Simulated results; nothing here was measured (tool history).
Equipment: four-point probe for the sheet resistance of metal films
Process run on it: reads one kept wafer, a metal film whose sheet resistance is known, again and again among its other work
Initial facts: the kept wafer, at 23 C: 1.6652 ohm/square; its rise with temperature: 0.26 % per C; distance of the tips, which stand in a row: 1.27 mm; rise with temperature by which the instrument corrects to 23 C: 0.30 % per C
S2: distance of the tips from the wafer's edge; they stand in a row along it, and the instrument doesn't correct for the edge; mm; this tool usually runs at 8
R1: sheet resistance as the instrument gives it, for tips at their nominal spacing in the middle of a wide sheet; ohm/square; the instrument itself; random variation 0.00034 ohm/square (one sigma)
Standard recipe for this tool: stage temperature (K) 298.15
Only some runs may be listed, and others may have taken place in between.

Run 1, hour 0.0: usual settings. Result: R1 1.668513 ohm/square.
Run 2, hour 76.3: usual settings. Result: R1 1.668923 ohm/square.
Run 3, hour 169.4: usual settings but S2 4 mm. Result: R1 1.731916 ohm/square.
Run 4, hour 243.2: usual settings but S2 4 mm. Result: R1 1.731051 ohm/square.
Run 5, hour 291.4: usual settings but S2 4 mm. Result: R1 1.730748 ohm/square.
Run 6, hour 390.2: usual settings but S2 10 mm. Result: R1 1.659785 ohm/square.
Run 7, hour 490.4: usual settings. Result: R1 1.668147 ohm/square.
Run 8, hour 561.9: usual settings. Result: R1 1.667467 ohm/square.
Run 9, hour 631.0: usual settings. Result: R1 1.667466 ohm/square.
Run 10, hour 691.1: usual settings but stage temperature (K) 292.15. Result: R1 1.671390 ohm/square.
Run 11, hour 746.1: usual settings but stage temperature (K) 299.15. Result: R1 1.666383 ohm/square.
Run 12, hour 848.8: usual settings but S2 5 mm. Result: R1 1.700064 ohm/square.
Run 13, hour 949.2: usual settings but S2 5 mm. Result: R1 1.699763 ohm/square.
Run 14, hour 1038.0: usual settings. Result: R1 1.666592 ohm/square.
Run 15, hour 1119.7: usual settings but S2 3 mm. Result: R1 1.787496 ohm/square.
Run 16, hour 1173.2: usual settings but S2 3 mm. Result: R1 1.787708 ohm/square.
At hour 1178.8: stage's thermometer calibrated.
At hour 1232.7: new probe head fitted.
Run 17, hour 1235.1: usual settings but S2 3 mm. Result: R1 1.815339 ohm/square.
Run 18, hour 1286.1: usual settings but S2 3 mm. Result: R1 1.815703 ohm/square.
Run 19, hour 1338.7: usual settings but S2 11 mm. Result: R1 1.681530 ohm/square.
Run 20, hour 1395.2: usual settings. Result: R1 1.692380 ohm/square.
At hour 1441.5: stage's thermometer calibrated, once more.
Run 21, hour 1445.7: usual settings. Result: R1 1.688776 ohm/square.
Run 22, hour 1496.5: usual settings. Result: R1 1.689079 ohm/square.
Run 23, hour 1540.9: usual settings but stage temperature (K) 292.15, S2 53 mm. Result: R1 1.671099 ohm/square.
Run 24, hour 1617.7: usual settings but stage temperature (K) 292.15, S2 53 mm. Result: R1 1.671693 ohm/square.
Run 25, hour 1694.6: usual settings but stage temperature (K) 292.15, S2 53 mm. Result: R1 1.671221 ohm/square.
Run 26, hour 1763.2: usual settings but stage temperature (K) 295.15, S2 9 mm. Result: R1 1.685335 ohm/square.
Run 27, hour 1810.5: usual settings but stage temperature (K) 296.15, S2 6 mm. Result: R1 1.707365 ohm/square.
Run 28, hour 1918.4: usual settings but stage temperature (K) 293.15, S2 50 mm. Result: R1 1.670195 ohm/square.
Run 29, hour 1985.5: usual settings but stage temperature (K) 294.15, S2 5 mm. Result: R1 1.724161 ohm/square.
Run 30, hour 2083.1: usual settings but stage temperature (K) 293.15, S2 6 mm. Result: R1 1.708358 ohm/square.
Run 31, hour 2147.2: usual settings but stage temperature (K) 300.15. Result: R1 1.685777 ohm/square.
Run 32, hour 2194.0: usual settings but stage temperature (K) 301.15, S2 59 mm. Result: R1 1.663269 ohm/square.
Run 33, hour 2272.9: usual settings but stage temperature (K) 301.15, S2 59 mm. Result: R1 1.663349 ohm/square.
Run 34, hour 2364.9: usual settings but stage temperature (K) 301.15, S2 53 mm. Result: R1 1.662626 ohm/square.
Run 35, hour 2417.8: usual settings but stage temperature (K) 301.15, S2 53 mm. Result: R1 1.662703 ohm/square.
Run 36, hour 2467.4: usual settings but stage temperature (K) 304.15, S2 53 mm. Result: R1 1.660703 ohm/square.
Run 37, hour 2546.9: usual settings but stage temperature (K) 304.15, S2 53 mm. Result: R1 1.660670 ohm/square.
Run 38, hour 2612.6: usual settings but stage temperature (K) 294.15, S2 45 mm. Result: R1 1.667724 ohm/square.
Run 39, hour 2685.0: usual settings but stage temperature (K) 299.15, S2 51 mm. Result: R1 1.663733 ohm/square.
Run 40, hour 2757.2: usual settings but stage temperature (K) 307.15, S2 49 mm. Result: R1 1.658246 ohm/square.
Run 41, hour 2827.9: usual settings but stage temperature (K) 292.15, S2 4 mm. Result: R1 1.753259 ohm/square.
Run 42, hour 2885.6: usual settings but S2 7 mm. Result: R1 1.692112 ohm/square.

Below, some changes in R1 between adjacent runs. For each, the amount present without the hidden state too (settings, incoming material, random variation) and the amount remaining for the hidden state with gauge scatter not shared by both compared results:
The tool's hidden condition here consists of: inner tips' distance over the nominal, %; tips' flats over new ones', %; wafer's true temperature over the reading, C; drift of the gauge itself on sheet_ohm, %.
Run 14 -> 15: S2 8 -> 3. R1 +0.120904 ohm/square: hidden state -0.001514, all else +0.122418.
Run 16 -> 17: stage's thermometer calibrated, new probe head fitted. R1 +0.027631 ohm/square: hidden state +0.028488, all else -0.000857.
Run 18 -> 19: S2 3 -> 11. R1 -0.134173 ohm/square: hidden state -0.000602, all else -0.133571.
Run 20 -> 21: stage's thermometer calibrated, once more. R1 -0.003604 ohm/square: hidden state -0.003101, all else -0.000503.
Run 40 -> 41: stage temperature (K) 307.15 -> 292.15, S2 49 -> 4. R1 +0.095013 ohm/square: hidden state -0.000184, all else +0.095197.

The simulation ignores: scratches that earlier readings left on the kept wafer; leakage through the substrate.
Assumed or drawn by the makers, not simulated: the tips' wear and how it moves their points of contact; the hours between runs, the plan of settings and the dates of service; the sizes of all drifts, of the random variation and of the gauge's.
